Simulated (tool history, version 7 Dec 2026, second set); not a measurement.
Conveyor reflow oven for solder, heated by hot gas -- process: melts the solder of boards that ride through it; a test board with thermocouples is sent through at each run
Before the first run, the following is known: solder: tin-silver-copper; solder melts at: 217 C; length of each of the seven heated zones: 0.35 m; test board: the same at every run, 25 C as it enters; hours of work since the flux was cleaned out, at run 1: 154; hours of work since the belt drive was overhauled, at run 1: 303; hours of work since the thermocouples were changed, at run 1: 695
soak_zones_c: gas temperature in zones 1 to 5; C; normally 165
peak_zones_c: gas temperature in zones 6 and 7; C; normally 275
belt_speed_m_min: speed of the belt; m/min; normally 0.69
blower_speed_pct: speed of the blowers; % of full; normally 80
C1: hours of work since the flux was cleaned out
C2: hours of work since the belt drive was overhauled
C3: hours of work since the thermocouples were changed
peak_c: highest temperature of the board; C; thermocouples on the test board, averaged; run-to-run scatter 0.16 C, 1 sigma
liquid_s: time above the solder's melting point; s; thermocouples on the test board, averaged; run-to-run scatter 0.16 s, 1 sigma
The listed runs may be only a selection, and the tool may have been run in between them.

{"run": 1, "hour": 0.0, "soak_zones_c": 165, "peak_zones_c": 275, "belt_speed_m_min": 0.69, "blower_speed_pct": 80, "C1": 154, "C2": 303, "C3": 695, "peak_c": 262.1, "liquid_s": 49.2}
{"hour": 14.5, "done": "flux residue cleaned out of gas plates and filters"}
{"run": 2, "hour": 35.8, "soak_zones_c": 165, "peak_zones_c": 275, "belt_speed_m_min": 0.69, "blower_speed_pct": 80, "C1": 11, "C2": 319, "C3": 711, "peak_c": 262.8, "liquid_s": 49.3}
{"run": 3, "hour": 56.8, "soak_zones_c": 165, "peak_zones_c": 285, "belt_speed_m_min": 0.69, "blower_speed_pct": 80, "C1": 23, "C2": 330, "C3": 723, "peak_c": 272.3, "liquid_s": 52.7}
{"run": 4, "hour": 85.6, "soak_zones_c": 165, "peak_zones_c": 285, "belt_speed_m_min": 0.69, "blower_speed_pct": 80, "C1": 38, "C2": 346, "C3": 738, "peak_c": 272, "liquid_s": 52.7}
{"run": 5, "hour": 115.5, "soak_zones_c": 165, "peak_zones_c": 285, "belt_speed_m_min": 0.69, "blower_speed_pct": 80, "C1": 54, "C2": 361, "C3": 754, "peak_c": 272.1, "liquid_s": 53.1}
{"run": 6, "hour": 137.9, "soak_zones_c": 165, "peak_zones_c": 285, "belt_speed_m_min": 0.69, "blower_speed_pct": 80, "C1": 66, "C2": 373, "C3": 766, "peak_c": 271.5, "liquid_s": 52.6}
{"run": 7, "hour": 167.4, "soak_zones_c": 165, "peak_zones_c": 285, "belt_speed_m_min": 0.605, "blower_speed_pct": 80, "C1": 82, "C2": 389, "C3": 782, "peak_c": 275.8, "liquid_s": 62.1}
{"run": 8, "hour": 199.9, "soak_zones_c": 165, "peak_zones_c": 285, "belt_speed_m_min": 0.605, "blower_speed_pct": 80, "C1": 99, "C2": 407, "C3": 799, "peak_c": 275.8, "liquid_s": 62.2}
{"run": 9, "hour": 231.4, "soak_zones_c": 165, "peak_zones_c": 285, "belt_speed_m_min": 0.605, "blower_speed_pct": 80, "C1": 116, "C2": 423, "C3": 816, "peak_c": 275.9, "liquid_s": 62.2}
{"run": 10, "hour": 256.6, "soak_zones_c": 165, "peak_zones_c": 285, "belt_speed_m_min": 0.605, "blower_speed_pct": 80, "C1": 129, "C2": 437, "C3": 829, "peak_c": 275.8, "liquid_s": 62}
{"run": 11, "hour": 276.0, "soak_zones_c": 165, "peak_zones_c": 285, "belt_speed_m_min": 0.605, "blower_speed_pct": 80, "C1": 139, "C2": 447, "C3": 839, "peak_c": 275.8, "liquid_s": 62.2}
{"run": 12, "hour": 302.7, "soak_zones_c": 165, "peak_zones_c": 275, "belt_speed_m_min": 0.69, "blower_speed_pct": 72, "C1": 154, "C2": 461, "C3": 854, "peak_c": 260.5, "liquid_s": 48}
{"hour": 317.7, "done": "flux residue cleaned out of gas plates and filters"}
{"run": 13, "hour": 334.0, "soak_zones_c": 177, "peak_zones_c": 286, "belt_speed_m_min": 0.689, "blower_speed_pct": 57, "C1": 9, "C2": 475, "C3": 868, "peak_c": 269, "liquid_s": 55.1}
{"run": 14, "hour": 350.9, "soak_zones_c": 153, "peak_zones_c": 272, "belt_speed_m_min": 0.707, "blower_speed_pct": 80, "C1": 18, "C2": 484, "C3": 877, "peak_c": 258.2, "liquid_s": 43.3}
{"run": 15, "hour": 367.0, "soak_zones_c": 172, "peak_zones_c": 275, "belt_speed_m_min": 0.69, "blower_speed_pct": 70, "C1": 26, "C2": 493, "C3": 885, "peak_c": 262, "liquid_s": 50.7}
{"run": 16, "hour": 382.4, "soak_zones_c": 168, "peak_zones_c": 266, "belt_speed_m_min": 0.584, "blower_speed_pct": 65, "C1": 35, "C2": 501, "C3": 894, "peak_c": 257.3, "liquid_s": 57}
{"run": 17, "hour": 404.1, "soak_zones_c": 166, "peak_zones_c": 289, "belt_speed_m_min": 0.743, "blower_speed_pct": 66, "C1": 46, "C2": 513, "C3": 905, "peak_c": 269.4, "liquid_s": 48.3}
{"run": 18, "hour": 427.0, "soak_zones_c": 151, "peak_zones_c": 287, "belt_speed_m_min": 0.69, "blower_speed_pct": 65, "C1": 58, "C2": 525, "C3": 917, "peak_c": 267.9, "liquid_s": 48.2}
{"run": 19, "hour": 452.3, "soak_zones_c": 153, "peak_zones_c": 275, "belt_speed_m_min": 0.69, "blower_speed_pct": 80, "C1": 72, "C2": 538, "C3": 931, "peak_c": 261.7, "liquid_s": 46.5}
{"run": 20, "hour": 477.0, "soak_zones_c": 176, "peak_zones_c": 274, "belt_speed_m_min": 0.564, "blower_speed_pct": 61, "C1": 85, "C2": 552, "C3": 944, "peak_c": 265.5, "liquid_s": 65.7}
{"run": 21, "hour": 509.3, "soak_zones_c": 176, "peak_zones_c": 274, "belt_speed_m_min": 0.694, "blower_speed_pct": 61, "C1": 102, "C2": 569, "C3": 961, "peak_c": 258.9, "liquid_s": 49.8}
{"run": 22, "hour": 539.2, "soak_zones_c": 151, "peak_zones_c": 264, "belt_speed_m_min": 0.69, "blower_speed_pct": 52, "C1": 118, "C2": 585, "C3": 977, "peak_c": 242.8, "liquid_s": 33}
{"run": 23, "hour": 559.6, "soak_zones_c": 151, "peak_zones_c": 264, "belt_speed_m_min": 0.69, "blower_speed_pct": 52, "C1": 129, "C2": 596, "C3": 988, "peak_c": 242.7, "liquid_s": 32.9}

Measured minus without-hidden-state, run by run (identical run-to-run variation in each term; gauge scatter may differ):
Unlogged tool condition in this case: heat that the gas passes to the board, % of a clean oven's; belt's true speed, % of the reading; true gas temperature in zones 6 and 7 over the reading, C; drift of the gauge itself on peak_c, C; drift of the gauge itself on liquid_s, %.
run=1 peak_c=+1 liquid_s=+0.7
run=2 peak_c=+1.9 liquid_s=+1.3
run=3 peak_c=+1.9 liquid_s=+1.1
run=4 peak_c=+1.9 liquid_s=+1.1
run=5 peak_c=+1.9 liquid_s=+1.1
run=6 peak_c=+1.8 liquid_s=+1.1
run=7 peak_c=+1.9 liquid_s=+1.2
run=8 peak_c=+1.8 liquid_s=+1.2
run=9 peak_c=+1.8 liquid_s=+1.2
run=10 peak_c=+1.7 liquid_s=+1.2
run=11 peak_c=+1.7 liquid_s=+1.2
run=12 peak_c=+1.6 liquid_s=+1.1
run=13 peak_c=+2.4 liquid_s=+1.6
run=14 peak_c=+2.4 liquid_s=+1.6
run=15 peak_c=+2.3 liquid_s=+1.6
run=16 peak_c=+2.3 liquid_s=+2
run=17 peak_c=+2.3 liquid_s=+1.5
run=18 peak_c=+2.3 liquid_s=+1.6
run=19 peak_c=+2.2 liquid_s=+1.6
run=20 peak_c=+2.3 liquid_s=+1.8
run=21 peak_c=+2.2 liquid_s=+1.7
run=22 peak_c=+2.1 liquid_s=+2
run=23 peak_c=+2.1 liquid_s=+2.1

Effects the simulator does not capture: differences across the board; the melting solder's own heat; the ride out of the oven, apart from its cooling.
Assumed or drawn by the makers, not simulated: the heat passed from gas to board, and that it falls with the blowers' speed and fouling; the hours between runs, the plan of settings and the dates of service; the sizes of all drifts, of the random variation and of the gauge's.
